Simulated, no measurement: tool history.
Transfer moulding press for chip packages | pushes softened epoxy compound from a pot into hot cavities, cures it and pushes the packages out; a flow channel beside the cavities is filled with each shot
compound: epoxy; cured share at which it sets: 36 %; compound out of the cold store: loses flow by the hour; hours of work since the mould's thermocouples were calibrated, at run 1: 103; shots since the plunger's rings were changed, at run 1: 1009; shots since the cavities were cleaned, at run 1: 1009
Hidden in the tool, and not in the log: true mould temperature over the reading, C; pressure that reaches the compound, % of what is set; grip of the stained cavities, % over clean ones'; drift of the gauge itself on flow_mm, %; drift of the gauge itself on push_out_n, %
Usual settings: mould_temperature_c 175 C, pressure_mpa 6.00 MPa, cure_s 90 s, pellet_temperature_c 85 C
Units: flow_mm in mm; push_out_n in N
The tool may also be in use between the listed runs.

run,hour,mould_temperature_c,pressure_mpa,cure_s,pellet_temperature_c,hours of work since the mould's thermocouples were calibrated,shots since the plunger's rings were changed,shots since the cavities were cleaned,incoming compound's hours out of the cold store,flow_mm,push_out_n
1,0.0,175,6.00,90,85,103,1009,1009,31.4,864,699
2,16.4,175,6.00,90,85,111,1153,1153,31.0,866,707
# hour 20.3: cavities cleaned with cleaning compound and waxed
3,28.9,175,6.00,90,85,116,1250,75,45.5,806,890
4,44.8,175,6.00,90,85,124,1390,215,21.7,905,882
5,57.6,175,6.00,116,85,130,1502,327,41.4,824,750
6,70.3,175,6.00,116,85,136,1614,439,46.9,797,723
7,82.5,175,6.00,116,85,142,1722,547,31.2,857,752
8,92.4,175,6.00,90,85,147,1809,634,43.8,809,857
9,109.2,175,6.00,90,85,155,1956,781,23.8,885,842
# hour 112.2: cavities cleaned with cleaning compound and waxed, once more
10,124.1,175,6.00,90,85,161,2074,105,10.4,943,494
11,140.1,175,6.00,90,85,169,2215,246,9.0,951,555
12,155.6,175,6.00,90,85,176,2351,382,24.3,888,560
13,171.6,175,6.00,90,94,184,2492,523,14.5,918,584
14,178.6,175,6.00,90,94,187,2553,584,11.0,937,627
15,187.2,175,6.00,90,94,191,2629,660,21.1,889,625
16,202.6,175,6.79,90,94,198,2765,796,29.7,907,640
17,212.9,173,6.00,123,90,203,2855,886,11.9,934,570
18,226.3,177,6.00,90,75,210,2973,1004,26.5,869,667
19,234.9,175,6.00,97,85,214,3048,1079,38.4,823,612
20,243.7,168,6.00,90,76,218,3125,1156,13.8,938,1085
# hour 247.3: cavities cleaned with cleaning compound and waxed
21,256.5,168,6.00,90,76,223,3225,81,27.5,881,669
# hour 262.7: plunger's sealing rings changed
22,273.7,168,6.00,90,76,230,97,211,11.1,972,813
23,289.3,167,6.75,129,83,238,234,348,37.9,908,493
24,298.1,167,6.75,129,83,242,311,425,40.1,903,517
25,306.4,167,6.75,129,83,246,384,498,27.9,956,526
26,315.0,167,6.75,129,83,250,459,573,42.3,890,541
27,322.1,169,7.38,90,85,254,522,636,12.7,1065,845
28,331.4,168,7.38,90,94,258,603,717,46.1,913,819
29,345.3,175,6.43,90,85,265,726,840,14.0,969,677

Measured less the same run without the tool's hidden state. The same run-to-run variation is in both; the gauge's scatter may not be:
run,flow_mm,push_out_n
1,-9,+264
2,-10,+277
3,-10,+462
4,-11,+456
5,-11,+389
6,-12,+370
7,-13,+380
8,-14,+423
9,-15,+418
10,-18,+39
11,-19,+92
12,-18,+130
13,-20,+161
14,-22,+184
15,-21,+194
16,-22,+214
17,-24,+206
18,-22,+246
19,-21,+233
20,-25,+401
21,-25,+31
22,-5,+108
23,-5,+113
24,-5,+131
25,-6,+144
26,-6,+162
27,-8,+244
28,-8,+255
29,-9,+230

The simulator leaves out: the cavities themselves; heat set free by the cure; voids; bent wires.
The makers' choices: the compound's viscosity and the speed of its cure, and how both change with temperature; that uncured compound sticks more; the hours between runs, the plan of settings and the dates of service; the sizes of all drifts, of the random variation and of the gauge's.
